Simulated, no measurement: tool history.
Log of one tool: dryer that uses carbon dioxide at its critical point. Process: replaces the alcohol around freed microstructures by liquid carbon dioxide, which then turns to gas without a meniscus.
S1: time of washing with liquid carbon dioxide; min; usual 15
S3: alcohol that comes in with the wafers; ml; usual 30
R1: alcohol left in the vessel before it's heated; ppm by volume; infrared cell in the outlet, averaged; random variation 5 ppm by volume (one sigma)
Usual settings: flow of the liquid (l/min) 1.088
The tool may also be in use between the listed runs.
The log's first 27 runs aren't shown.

run 28 hour=1423.6 | S1=13 flow_of_the_liquid_(l/min)=1.270 S3=30 | R1=122
run 29 hour=1461.1 | S1=13 flow_of_the_liquid_(l/min)=1.270 S3=30 | R1=114
run 30 hour=1523.3 | S1=18 flow_of_the_liquid_(l/min)=0.860 S3=99 | R1=313
run 31 hour=1586.5 | S1=9 flow_of_the_liquid_(l/min)=0.840 S3=30 | R1=1248
run 32 hour=1631.3 | S1=15 flow_of_the_liquid_(l/min)=1.100 S3=22 | R1=144
run 33 hour=1673.3 | S1=24 flow_of_the_liquid_(l/min)=0.980 S3=31 | R1=119
run 34 hour=1741.8 | S1=14 flow_of_the_liquid_(l/min)=0.980 S3=31 | R1=289
run 35 hour=1789.6 | S1=15 flow_of_the_liquid_(l/min)=0.920 S3=30 | R1=314

Forecast each of these 5 alternatives for the next run:
run A hour=1835.5 | S1=22 flow_of_the_liquid_(l/min)=0.920 S3=30 | R1=?
run B hour=1835.5 | S1=10 flow_of_the_liquid_(l/min)=1.430 S3=30 | R1=?
run C hour=1835.5 | S1=19 flow_of_the_liquid_(l/min)=1.540 S3=69 | R1=?
run D hour=1835.5 | S1=23 flow_of_the_liquid_(l/min)=1.830 S3=58 | R1=?
run E hour=1835.5 | S1=15 flow_of_the_liquid_(l/min)=1.270 S3=57 | R1=?

run=A R1=173
run=B R1=269
run=C R1=139
run=D R1=135
run=E R1=199
Without the tool's hidden state the same runs would have given:
run=A R1=20
run=B R1=61
run=C R1=8
run=D R1=1
run=E R1=27

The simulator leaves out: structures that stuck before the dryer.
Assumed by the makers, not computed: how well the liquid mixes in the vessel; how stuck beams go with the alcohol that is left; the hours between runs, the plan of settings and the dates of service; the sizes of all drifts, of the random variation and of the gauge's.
